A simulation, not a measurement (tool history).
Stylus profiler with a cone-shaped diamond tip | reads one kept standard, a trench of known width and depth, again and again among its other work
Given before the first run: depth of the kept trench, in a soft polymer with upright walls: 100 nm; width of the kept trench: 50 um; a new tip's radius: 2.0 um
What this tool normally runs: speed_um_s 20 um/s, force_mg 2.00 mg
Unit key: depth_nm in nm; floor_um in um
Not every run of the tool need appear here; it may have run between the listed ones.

run    hour  speed_um_s  force_mg  depth_nm  floor_um
  1     0.0          20      2.00    100.29     48.01
  2    57.8          20      2.00    100.39     48.05
  3   100.8          20      2.00    100.33     48.06
  4   146.4          20      2.00    100.36     47.98
  5   193.4          20      0.77     99.95     47.92
  6   229.3          20      0.77     99.95     47.87
  7   272.6          20      0.77    100.03     47.88
  8   328.9          20      0.77     99.93     47.86
  9   368.1          20      2.05    100.31     47.91
      392.3  -- new tip fitted, height scale calibrated
 10   408.1          20      2.05    100.68     48.57
 11   465.5          20      2.05    100.54     48.59
 12   522.0          20      1.25    100.39     48.50
 13   554.4          20      3.03    100.77     48.59
 14   609.7          20      2.93    100.64     48.58
 15   650.2          20      2.93    100.65     48.61
 16   699.4          20      2.93    100.69     48.49
 17   744.1          20      2.93    100.72     48.52
      749.8  -- height scale calibrated on a step standard
 18   793.3          20      2.93    100.61     48.49
 19   823.7          24      5.05    100.99     48.44
 20   868.5          24      5.05    101.14     48.48
 21   907.7          12      1.95    100.35     48.47
      946.5  -- height scale calibrated on a step standard, once more
 22   957.0          55      2.36    100.86     48.18
 23   991.5           9      1.04    100.53     48.46
 24  1015.9          21      1.57    100.41     48.35
 25  1059.5          21      2.00    100.70     48.42
 26  1092.0          12      2.00    100.54     48.45
 27  1127.3          12      2.00    100.56     48.39
 28  1168.8          12      2.00    100.72     48.46
 29  1223.3           9      2.03    100.59     48.39
 30  1262.4           9      2.03    100.56     48.41
 31  1303.4           9      2.03    100.48     48.47
 32  1362.8          19      0.97    100.21     48.26
 33  1417.9          20      2.50    100.63     48.22
 34  1473.7          20      2.50    100.60     48.33
 35  1528.8           7      2.13    100.52     48.33
 36  1559.0          10      4.61    100.98     48.30

Some steps in depth_nm between neighbouring runs. How much of each would the tool show without its hidden state too (settings, what came in, random variation), and how much is left for the hidden state, with any gauge scatter that isn't in both results?
Hidden state present: radius of the tip, um; height scale over the true one, %; drift of the gauge itself on depth_nm, %; drift of the gauge itself on floor_um, %.
Run 9 -> 10: new tip fitted, height scale calibrated. depth_nm +0.37 nm: hidden state +0.31, all else +0.06.
Run 17 -> 18: height scale calibrated on a step standard. depth_nm -0.11 nm: hidden state -0.06, all else -0.05.
Run 20 -> 21: speed_um_s 24 -> 12, force_mg 5.05 -> 1.95. depth_nm -0.79 nm: hidden state -0.02, all else -0.77.
Run 21 -> 22: speed_um_s 12 -> 55, force_mg 1.95 -> 2.36, height scale calibrated on a step standard, once more. depth_nm +0.51 nm: hidden state +0.23, all else +0.28.
Run 35 -> 36: speed_um_s 7 -> 10, force_mg 2.13 -> 4.61. depth_nm +0.46 nm: hidden state -0.01, all else +0.47.

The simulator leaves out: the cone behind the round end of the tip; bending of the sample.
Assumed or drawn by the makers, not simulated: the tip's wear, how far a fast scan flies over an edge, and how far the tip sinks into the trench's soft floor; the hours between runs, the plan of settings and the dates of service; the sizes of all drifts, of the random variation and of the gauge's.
